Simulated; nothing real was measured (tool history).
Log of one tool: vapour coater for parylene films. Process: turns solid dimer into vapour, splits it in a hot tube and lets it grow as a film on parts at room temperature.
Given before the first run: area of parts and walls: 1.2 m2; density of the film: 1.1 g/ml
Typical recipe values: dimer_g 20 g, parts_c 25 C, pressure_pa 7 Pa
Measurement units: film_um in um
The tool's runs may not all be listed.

Run 1, hour 0: usual settings. Result: film_um 9.74 um.
Run 2, hour 34.2: usual settings. Result: film_um 9.85 um.
Run 3, hour 59.9: usual settings. Result: film_um 9.89 um.
Run 4, hour 99.9: usual settings. Result: film_um 9.81 um.
Run 5, hour 134.1: usual settings but parts_c 31 C. Result: film_um 7.74 um.
Run 6, hour 177.5: usual settings but parts_c 31 C. Result: film_um 7.86 um.
Run 7, hour 207.7: usual settings but parts_c 31 C. Result: film_um 7.85 um.
Run 8, hour 231.6: usual settings but dimer_g 9 g. Result: film_um 4.32 um.
Run 9, hour 277: usual settings but dimer_g 9 g, pressure_pa 2.12 Pa. Result: film_um 4.61 um.
Run 10, hour 319.5: usual settings but dimer_g 9 g, pressure_pa 2.12 Pa. Result: film_um 4.68 um.
Run 11, hour 355.9: usual settings but dimer_g 9 g, pressure_pa 2.12 Pa. Result: film_um 4.67 um.
Run 12, hour 382: usual settings but dimer_g 9 g, pressure_pa 2.12 Pa. Result: film_um 4.71 um.
Run 13, hour 419.2: usual settings but dimer_g 9 g, pressure_pa 2.12 Pa. Result: film_um 4.69 um.
Run 14, hour 455.5: usual settings but dimer_g 9 g, pressure_pa 2.12 Pa. Result: film_um 4.7 um.
Run 15, hour 490.2: usual settings but dimer_g 18 g, parts_c 23 C, pressure_pa 3.73 Pa. Result: film_um 9.74 um.
Run 16, hour 524.6: usual settings but dimer_g 18 g, parts_c 23 C, pressure_pa 3.73 Pa. Result: film_um 9.85 um.
Run 17, hour 556.2: usual settings but dimer_g 18 g, parts_c 19 C, pressure_pa 2.62 Pa. Result: film_um 11.6 um.
Run 18, hour 584.1: usual settings but dimer_g 11 g, parts_c 20 C, pressure_pa 2.62 Pa. Result: film_um 6.86 um.
Run 19, hour 605.9: usual settings but dimer_g 34 g, parts_c 19 C, pressure_pa 4.18 Pa. Result: film_um 21.52 um.
Run 20, hour 645: usual settings but dimer_g 19 g, parts_c 32 C, pressure_pa 2.86 Pa. Result: film_um 7.49 um.
Run 21, hour 681.8: usual settings but dimer_g 19 g, parts_c 32 C, pressure_pa 2.86 Pa. Result: film_um 7.43 um.
Run 22, hour 702: usual settings but dimer_g 18 g, parts_c 26 C, pressure_pa 5.44 Pa. Result: film_um 8.57 um.
Run 23, hour 748.9: usual settings but dimer_g 9 g, parts_c 31 C, pressure_pa 5.44 Pa. Result: film_um 3.55 um.
Run 24, hour 775.9: usual settings but dimer_g 9 g, parts_c 32 C, pressure_pa 5.44 Pa. Result: film_um 3.42 um.
Run 25, hour 796.1: usual settings but dimer_g 9 g, parts_c 32 C, pressure_pa 5.44 Pa. Result: film_um 3.37 um.
Run 26, hour 830.2: usual settings but dimer_g 9 g, parts_c 29 C, pressure_pa 6.8 Pa. Result: film_um 3.75 um.
Run 27, hour 857: usual settings but dimer_g 19 g, parts_c 18 C, pressure_pa 4.03 Pa. Result: film_um 12.54 um.
Run 28, hour 900.8: usual settings but dimer_g 8 g, parts_c 23 C, pressure_pa 8.24 Pa. Result: film_um 4.2 um.

Between the runs listed above, the log contained 1 entry, not reproduced here. Where in the sequence does each belong, and how does what the log doesn't record of the tool's condition differ from the listed run before to the listed run after?
Between runs 27 and 28: trap's valve overhauled (hour 889.3)
  vapour lost through the trap's worn valve, %: 0.5 -> 0
  measured less the result without the state, film_um: -0.06 -> +0 um
